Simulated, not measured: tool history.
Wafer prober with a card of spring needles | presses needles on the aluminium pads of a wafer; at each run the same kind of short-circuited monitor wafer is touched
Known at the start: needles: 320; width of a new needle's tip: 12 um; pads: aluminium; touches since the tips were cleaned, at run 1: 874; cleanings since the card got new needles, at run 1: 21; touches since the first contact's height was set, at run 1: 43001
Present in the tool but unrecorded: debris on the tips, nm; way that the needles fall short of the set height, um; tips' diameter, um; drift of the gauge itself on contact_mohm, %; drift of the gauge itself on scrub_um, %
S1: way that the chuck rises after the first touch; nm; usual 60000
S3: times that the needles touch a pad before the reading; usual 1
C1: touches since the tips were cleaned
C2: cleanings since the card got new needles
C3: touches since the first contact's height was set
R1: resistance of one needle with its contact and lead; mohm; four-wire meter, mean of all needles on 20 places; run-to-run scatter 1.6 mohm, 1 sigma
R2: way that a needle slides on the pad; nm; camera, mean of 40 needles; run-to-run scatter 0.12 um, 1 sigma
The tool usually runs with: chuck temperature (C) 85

run 1 hour=0 | S1=60000 chuck_temperature_(C)=85 S3=1 | C1=874 C2=21 C3=43001 | R1=193 R2=8440
-- hour=4.6 tips cleaned on abrasive film
-- hour=13.6 tips cleaned on abrasive film
-- hour=24.9 tips cleaned on abrasive film
-- hour=36.2 tips cleaned on abrasive film
run 2 hour=44.2 | S1=56000 chuck_temperature_(C)=85 S3=1 | C1=1510 C2=25 C3=51254 | R1=217 R2=8050
-- hour=46.5 tips cleaned on abrasive film
-- hour=57.8 tips cleaned on abrasive film
-- hour=69 tips cleaned on abrasive film
-- hour=80.3 tips cleaned on abrasive film
-- hour=91.6 tips cleaned on abrasive film
-- hour=100.6 tips cleaned on abrasive film
-- hour=111.9 tips cleaned on abrasive film
run 3 hour=112.3 | S1=60000 chuck_temperature_(C)=85 S3=1 | C1=72 C2=32 C3=63962 | R1=162 R2=8550
-- hour=121.3 tips cleaned on abrasive film
-- hour=132.6 tips cleaned on abrasive film
-- hour=143.8 tips cleaned on abrasive film
run 4 hour=148.6 | S1=60000 chuck_temperature_(C)=85 S3=2 | C1=898 C2=35 C3=70755 | R1=182 R2=8450
-- hour=153.2 tips cleaned on abrasive film
-- hour=162.2 tips cleaned on abrasive film
-- hour=173.5 tips cleaned on abrasive film
run 5 hour=182.4 | S1=60000 chuck_temperature_(C)=85 S3=1 | C1=1673 C2=38 C3=77063 | R1=212 R2=8590
-- hour=184.7 tips cleaned on abrasive film
-- hour=193.7 tips cleaned on abrasive film
-- hour=205 tips cleaned on abrasive film
-- hour=216.3 tips cleaned on abrasive film
-- hour=227.6 tips cleaned on abrasive film
run 6 hour=229.1 | S1=66000 chuck_temperature_(C)=85 S3=1 | C1=289 C2=43 C3=85777 | R1=172 R2=9420
-- hour=238.1 tips cleaned on abrasive film
-- hour=249.4 tips cleaned on abrasive film
-- hour=259.8 tips cleaned on abrasive film
run 7 hour=259.8 | S1=66000 chuck_temperature_(C)=85 S3=1 | C1=0 C2=46 C3=91507 | R1=161 R2=9240
-- hour=271 tips cleaned on abrasive film
-- hour=282.3 tips cleaned on abrasive film
-- hour=293.6 tips cleaned on abrasive film
-- hour=304.9 tips cleaned on abrasive film
run 8 hour=310.2 | S1=60000 chuck_temperature_(C)=85 S3=1 | C1=1009 C2=50 C3=100941 | R1=202 R2=8330
-- hour=314.8 tips cleaned on abrasive film
-- hour=326.1 tips cleaned on abrasive film
-- hour=337.3 tips cleaned on abrasive film
-- hour=346.4 tips cleaned on abrasive film
-- hour=357.6 tips cleaned on abrasive film
run 9 hour=359.1 | S1=60000 chuck_temperature_(C)=85 S3=1 | C1=279 C2=55 C3=110068 | R1=177 R2=8350
-- hour=368.2 tips cleaned on abrasive film
-- hour=377.2 tips cleaned on abrasive film
-- hour=388.5 tips cleaned on abrasive film
-- hour=399.7 tips cleaned on abrasive film
-- hour=411 tips cleaned on abrasive film
run 10 hour=414.8 | S1=60000 chuck_temperature_(C)=85 S3=1 | C1=720 C2=60 C3=120478 | R1=189 R2=8550
-- hour=421.6 tips cleaned on abrasive film
-- hour=432.9 tips cleaned on abrasive film
-- hour=444.2 tips cleaned on abrasive film
-- hour=455.5 tips cleaned on abrasive film
-- hour=465.2 tips cleaned on abrasive film
run 11 hour=465.2 | S1=60000 chuck_temperature_(C)=85 S3=2 | C1=0 C2=65 C3=129877 | R1=162 R2=8050
-- hour=476.5 tips cleaned on abrasive film
-- hour=487.7 tips cleaned on abrasive film
-- hour=499 tips cleaned on abrasive film
-- hour=510.3 tips cleaned on abrasive film
run 12 hour=517.4 | S1=60000 chuck_temperature_(C)=85 S3=2 | C1=1347 C2=69 C3=139648 | R1=198 R2=8010
-- hour=519.8 tips cleaned on abrasive film
-- hour=531 tips cleaned on abrasive film
-- hour=542.3 tips cleaned on abrasive film
-- hour=553.6 tips cleaned on abrasive film
-- hour=564.8 tips cleaned on abrasive film
-- hour=576.1 tips cleaned on abrasive film
-- hour=586.1 tips cleaned on abrasive film
run 13 hour=586.1 | S1=54000 chuck_temperature_(C)=85 S3=1 | C1=0 C2=76 C3=152457 | R1=176 R2=7210
-- hour=595.1 tips cleaned on abrasive film
-- hour=606.4 tips cleaned on abrasive film
-- hour=615.4 tips cleaned on abrasive film
-- hour=626.7 tips cleaned on abrasive film
-- hour=637.7 tips cleaned on abrasive film
run 14 hour=637.7 | S1=54000 chuck_temperature_(C)=27 S3=1 | C1=0 C2=81 C3=162097 | R1=163 R2=6830
-- hour=649 tips cleaned on abrasive film
-- hour=660.2 tips cleaned on abrasive film
-- hour=671.5 tips cleaned on abrasive film
-- hour=682.8 tips cleaned on abrasive film
-- hour=694 tips cleaned on abrasive film
run 15 hour=697.3 | S1=54000 chuck_temperature_(C)=27 S3=1 | C1=616 C2=86 C3=173244 | R1=221 R2=6870
-- hour=704.1 tips cleaned on abrasive film
-- hour=715.4 tips cleaned on abrasive film
-- hour=726.7 tips cleaned on abrasive film
-- hour=729.2 height of the first contact set anew
-- hour=738.2 tips cleaned on abrasive film
-- hour=749.5 tips cleaned on abrasive film
run 16 hour=749.9 | S1=69000 chuck_temperature_(C)=31 S3=1 | C1=65 C2=91 C3=3857 | R1=156 R2=10190
-- hour=758.9 tips cleaned on abrasive film
-- hour=770.2 tips cleaned on abrasive film
-- hour=781.4 tips cleaned on abrasive film
run 17 hour=783.7 | S1=68000 chuck_temperature_(C)=85 S3=2 | C1=430 C2=94 C3=10187 | R1=165 R2=10190

Run 18, settings as shown, results not yet in. Your forecast:
-- hour=792.6 tips cleaned on abrasive film
-- hour=803.9 tips cleaned on abrasive film
-- hour=815.2 tips cleaned on abrasive film
-- hour=826.4 tips cleaned on abrasive film
-- hour=837.7 tips cleaned on abrasive film
-- hour=846.7 tips cleaned on abrasive film
run 18 hour=852.6 | S1=68000 chuck_temperature_(C)=85 S3=2 | C1=1096 C2=100 C3=23050 | R1=? R2=?

Run 18 measured R1 182 mohm, R2 10120 nm.
Take away the tool's hidden state, keep the run-to-run variation as it was, and the same run would have given R1 153 mohm, R2 10270 nm.

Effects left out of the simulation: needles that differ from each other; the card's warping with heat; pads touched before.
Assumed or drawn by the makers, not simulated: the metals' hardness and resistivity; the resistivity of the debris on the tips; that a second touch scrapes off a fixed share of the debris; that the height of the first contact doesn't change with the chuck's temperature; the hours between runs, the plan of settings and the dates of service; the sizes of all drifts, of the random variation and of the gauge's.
